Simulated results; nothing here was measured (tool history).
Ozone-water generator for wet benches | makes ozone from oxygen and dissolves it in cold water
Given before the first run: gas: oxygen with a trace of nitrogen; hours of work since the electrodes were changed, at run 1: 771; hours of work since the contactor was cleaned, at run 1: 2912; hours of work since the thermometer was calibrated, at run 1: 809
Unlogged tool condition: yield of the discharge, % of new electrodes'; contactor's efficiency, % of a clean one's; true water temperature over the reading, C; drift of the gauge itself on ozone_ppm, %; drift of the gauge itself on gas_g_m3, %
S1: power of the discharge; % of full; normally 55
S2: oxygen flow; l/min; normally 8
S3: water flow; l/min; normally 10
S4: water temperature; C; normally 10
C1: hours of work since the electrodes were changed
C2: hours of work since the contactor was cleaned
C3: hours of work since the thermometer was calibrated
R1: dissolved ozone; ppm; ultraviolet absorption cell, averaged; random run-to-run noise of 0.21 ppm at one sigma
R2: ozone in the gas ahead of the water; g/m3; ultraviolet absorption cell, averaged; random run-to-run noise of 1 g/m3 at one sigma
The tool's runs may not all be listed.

run   hour  S1     S2  S3  S4    C1    C2    C3    R1     R2
  1      0  55      8  10  10   771  2912   809  29.4  174.4
  2   20.5  55      8  10  10   789  2930   827  29.3  176.3
  3   40.6  55      8  10   7   806  2947   844  31.1  174.8
  4   62.6  55      8  10   7   825  2966   863  31.3  175.1
  5   76.5  55      8  10   7   837  2978   875  31.4  174.6
  6  107.7  55      8   6  10   863  3004   901  39.6  175.4
  7  139.5  55      8   6  10   891  3032   929  39.9  174.7
  8  158.6  55      8   9  10   907  3048   945  31.5  175.3
  9  175.8  55      8   9  10   922  3063   960  31.5  173.4
 10    205  55      8   9  10   947  3088   985  31.2  176.7
 11  223.1  55      8   9  10   962  3103  1000  31.4  175.2
 12  242.6  55   13.8   6  12   979  3120  1017  29.9  127.2
 13  261.9  55   13.8   6  12   995  3136  1034  30.4  127.1
 14  293.2  55   13.8   6  12  1022  3163  1060  30.5  126.2
 15  321.1  55   13.8   6  12  1046  3187  1084  30.4  126.5
 16  337.3  55   13.8   6  12  1060  3201  1098  30.6  126.8
 17  369.5  55   13.8   6  12  1088  3229  1126    30  127.3
 18  401.4  55  12.95   6  12  1115  3256  1153    31  132.5
 19  432.2  55  12.95   6  12  1141  3282  1180  31.6  130.3
 20  454.1  71   4.64  16  12  1160  3301  1198  24.5  290.5
 21  482.9  97  10.52   7  12  1185  3326  1223    48  230.3

What would each run have given without the hidden state, its run-to-run variation left as it was?
run    R1     R2
  1  31.4  176.9
  2  31.3  178.9
  3  33.1  177.4
  4  33.4  177.8
  5  33.5  177.3
  6    42  178.2
  7  42.3  177.5
  8  33.6  178.2
  9  33.6  176.3
 10  33.4  179.7
 11  33.6  178.3
 12  31.9  129.5
 13  32.4  129.4
 14  32.5  128.5
 15  32.4  128.8
 16  32.6  129.2
 17    32  129.7
 18  33.2    135
 19  33.7  132.8
 20  26.7  297.6
 21  52.1  237.4
